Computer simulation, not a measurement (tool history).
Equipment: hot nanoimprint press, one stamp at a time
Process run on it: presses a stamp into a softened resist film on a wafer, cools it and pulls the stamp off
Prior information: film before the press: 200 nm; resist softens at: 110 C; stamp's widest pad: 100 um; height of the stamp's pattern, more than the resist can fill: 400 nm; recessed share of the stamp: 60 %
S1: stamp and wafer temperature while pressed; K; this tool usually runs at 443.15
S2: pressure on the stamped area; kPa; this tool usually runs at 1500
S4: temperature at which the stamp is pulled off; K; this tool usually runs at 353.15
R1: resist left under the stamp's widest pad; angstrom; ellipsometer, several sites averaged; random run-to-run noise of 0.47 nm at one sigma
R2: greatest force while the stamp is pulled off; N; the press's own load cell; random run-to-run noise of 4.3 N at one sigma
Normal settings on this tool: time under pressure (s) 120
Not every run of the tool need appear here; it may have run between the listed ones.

{"run": 1, "hour": 0.0, "S1": 443.15, "S2": 1500, "time under pressure (s)": 120, "S4": 353.15, "R1": 1155, "R2": 246}
{"run": 2, "hour": 3.9, "S1": 443.15, "S2": 1500, "time under pressure (s)": 120, "S4": 353.15, "R1": 1155, "R2": 243}
{"run": 3, "hour": 13.3, "S1": 443.15, "S2": 1500, "time under pressure (s)": 120, "S4": 353.15, "R1": 1142, "R2": 260}
{"run": 4, "hour": 19.4, "S1": 443.15, "S2": 1500, "time under pressure (s)": 120, "S4": 353.15, "R1": 1158, "R2": 242}
{"run": 5, "hour": 26.8, "S1": 443.15, "S2": 1500, "time under pressure (s)": 70, "S4": 353.15, "R1": 1351, "R2": 249}
{"run": 6, "hour": 35.6, "S1": 443.15, "S2": 1500, "time under pressure (s)": 70, "S4": 353.15, "R1": 1344, "R2": 255}
{"run": 7, "hour": 40.0, "S1": 443.15, "S2": 1500, "time under pressure (s)": 211, "S4": 353.15, "R1": 950, "R2": 258}
{"run": 8, "hour": 47.9, "S1": 450.15, "S2": 1500, "time under pressure (s)": 120, "S4": 353.15, "R1": 880, "R2": 251}
{"run": 9, "hour": 53.0, "S1": 443.15, "S2": 1500, "time under pressure (s)": 120, "S4": 353.15, "R1": 1146, "R2": 253}
{"run": 10, "hour": 59.5, "S1": 443.15, "S2": 1500, "time under pressure (s)": 120, "S4": 353.15, "R1": 1149, "R2": 261}
{"run": 11, "hour": 68.5, "S1": 443.15, "S2": 1500, "time under pressure (s)": 120, "S4": 353.15, "R1": 1150, "R2": 259}
{"run": 12, "hour": 72.6, "S1": 443.15, "S2": 1500, "time under pressure (s)": 120, "S4": 353.15, "R1": 1149, "R2": 268}
{"hour": 79.8, "done": "plate thermocouple calibrated"}
{"run": 13, "hour": 79.8, "S1": 443.15, "S2": 1500, "time under pressure (s)": 120, "S4": 353.15, "R1": 1203, "R2": 281}
{"run": 14, "hour": 85.0, "S1": 443.15, "S2": 1500, "time under pressure (s)": 120, "S4": 353.15, "R1": 1201, "R2": 267}
{"run": 15, "hour": 90.1, "S1": 446.15, "S2": 1500, "time under pressure (s)": 120, "S4": 353.15, "R1": 1076, "R2": 267}
{"run": 16, "hour": 96.5, "S1": 446.15, "S2": 1500, "time under pressure (s)": 120, "S4": 353.15, "R1": 1073, "R2": 274}
{"run": 17, "hour": 102.6, "S1": 434.15, "S2": 1250, "time under pressure (s)": 120, "S4": 353.15, "R1": 1647, "R2": 279}

Run 18 comes next. What will it give?
{"hour": 109.6, "done": "stamp cleaned and given a new release coat"}
{"run": 18, "hour": 113.8, "S1": 439.15, "S2": 1250, "time under pressure (s)": 120, "S4": 353.15, "R1": "?", "R2": "?"}

R1: 1459 angstrom
R2: 209 N
Were there no unlogged condition in the tool, this run, its random variation unchanged, would have produced R1 1458 angstrom, R2 208 N.
